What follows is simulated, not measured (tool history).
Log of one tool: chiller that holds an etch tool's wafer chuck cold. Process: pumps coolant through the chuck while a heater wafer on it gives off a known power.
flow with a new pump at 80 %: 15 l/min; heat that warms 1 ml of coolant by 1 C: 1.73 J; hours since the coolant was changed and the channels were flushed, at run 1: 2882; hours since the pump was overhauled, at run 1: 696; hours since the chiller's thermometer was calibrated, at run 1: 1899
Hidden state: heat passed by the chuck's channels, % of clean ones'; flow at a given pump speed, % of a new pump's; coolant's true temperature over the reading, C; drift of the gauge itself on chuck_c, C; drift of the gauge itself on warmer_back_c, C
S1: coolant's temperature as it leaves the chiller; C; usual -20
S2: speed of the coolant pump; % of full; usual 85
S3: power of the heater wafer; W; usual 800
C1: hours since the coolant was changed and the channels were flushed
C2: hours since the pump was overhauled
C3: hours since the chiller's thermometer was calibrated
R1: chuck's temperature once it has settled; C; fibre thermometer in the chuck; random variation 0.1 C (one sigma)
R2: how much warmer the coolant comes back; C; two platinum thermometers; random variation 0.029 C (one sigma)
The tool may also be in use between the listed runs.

| run | hour | S1 | S2 | S3 | C1 | C2 | C3 | R1 | R2 |
|---|---|---|---|---|---|---|---|---|---|
| 1 | 0 | -20 | 85 | 800 | 2882 | 696 | 1899 | -14.8 | 1.75 |
| 2 | 51.3 | -20 | 85 | 800 | 2933 | 747 | 1950 | -14.8 | 1.78 |
| 3 | 99.6 | -20 | 68 | 800 | 2981 | 795 | 1999 | -13.7 | 2.3 |
| 4 | 149.8 | -19 | 85 | 800 | 3032 | 845 | 2049 | -13.6 | 1.82 |
| 5 | 213.2 | -19 | 85 | 800 | 3095 | 909 | 2112 | -13.8 | 1.78 |
| 6 | 250.3 | -20 | 85 | 800 | 3132 | 946 | 2149 | -14.7 | 1.8 |
| 7 | 314 | -20 | 85 | 800 | 3196 | 1010 | 2213 | -14.7 | 1.81 |
| 8 | 374.9 | -20 | 85 | 800 | 3257 | 1071 | 2274 | -14.8 | 1.83 |
| 9 | 463.7 | -20 | 85 | 800 | 3345 | 1159 | 2363 | -14.7 | 1.78 |
| 10 | 536.4 | -20 | 85 | 800 | 3418 | 1232 | 2435 | -14.6 | 1.83 |
| 11 | 614.2 | -20 | 85 | 607 | 3496 | 1310 | 2513 | -15.8 | 1.38 |
|  | 650.7 | coolant changed, channels flushed |
| 12 | 704.1 | -20 | 85 | 607 | 53 | 1394 | 2597 | -16.3 | 1.4 |
| 13 | 794 | -20 | 85 | 607 | 143 | 1484 | 2687 | -16.4 | 1.41 |
| 14 | 859.3 | -20 | 85 | 607 | 209 | 1549 | 2752 | -16.3 | 1.39 |
| 15 | 936.1 | -20 | 66 | 607 | 285 | 1626 | 2829 | -15.4 | 1.76 |
| 16 | 1005.4 | -20 | 85 | 800 | 355 | 1695 | 2899 | -15 | 1.78 |
| 17 | 1085.2 | -13 | 85 | 880 | 435 | 1775 | 2978 | -7.5 | 1.96 |
| 18 | 1159.1 | -13 | 85 | 880 | 508 | 1849 | 3052 | -7.6 | 2.01 |
| 19 | 1249.3 | -29 | 72 | 800 | 599 | 1939 | 3142 | -23.2 | 2.18 |
| 20 | 1323.7 | -15 | 94 | 881 | 673 | 2013 | 3217 | -9.6 | 1.81 |
| 21 | 1388.8 | -15 | 70 | 799 | 738 | 2078 | 3282 | -8.9 | 2.22 |
| 22 | 1434.6 | -15 | 70 | 799 | 784 | 2124 | 3328 | -9 | 2.24 |
| 23 | 1475.6 | -20 | 85 | 428 | 825 | 2165 | 3369 | -17 | 0.98 |
| 24 | 1561.5 | -20 | 85 | 428 | 911 | 2251 | 3455 | -17.1 | 1.02 |
| 25 | 1629.7 | -24 | 85 | 783 | 979 | 2319 | 3523 | -19 | 1.8 |
| 26 | 1690.3 | -20 | 68 | 542 | 1040 | 2380 | 3583 | -15.6 | 1.58 |
| 27 | 1761.3 | -20 | 68 | 542 | 1111 | 2451 | 3654 | -15.6 | 1.56 |
| 28 | 1815.5 | -29 | 78 | 480 | 1165 | 2505 | 3709 | -25.3 | 1.18 |
| 29 | 1868.6 | -29 | 78 | 480 | 1218 | 2558 | 3762 | -25.2 | 1.2 |
| 30 | 1944.2 | -29 | 78 | 480 | 1294 | 2634 | 3837 | -25.4 | 1.21 |
| 31 | 2028 | -29 | 95 | 480 | 1377 | 2718 | 3921 | -25.8 | 0.92 |

3 ways to go on from here, each from the tool as it stands after run 31. What would each give?
| A | 2064.7 | -27 | 85 | 800 | 1414 | 2754 | 3958 | ? | ? |
| B | 2064.7 | -20 | 85 | 608 | 1414 | 2754 | 3958 | ? | ? |
| C | 2064.7 | -19 | 95 | 1182 | 1414 | 2754 | 3958 | ? | ? |

| run | R1 | R2 |
|---|---|---|
| A | -21.6 | 1.87 |
| B | -15.9 | 1.39 |
| C | -12 | 2.41 |
Without the tool's hidden state the same runs would have given:
| run | R1 | R2 |
|---|---|---|
| A | -22.5 | 1.76 |
| B | -16.7 | 1.31 |
| C | -13.1 | 2.26 |

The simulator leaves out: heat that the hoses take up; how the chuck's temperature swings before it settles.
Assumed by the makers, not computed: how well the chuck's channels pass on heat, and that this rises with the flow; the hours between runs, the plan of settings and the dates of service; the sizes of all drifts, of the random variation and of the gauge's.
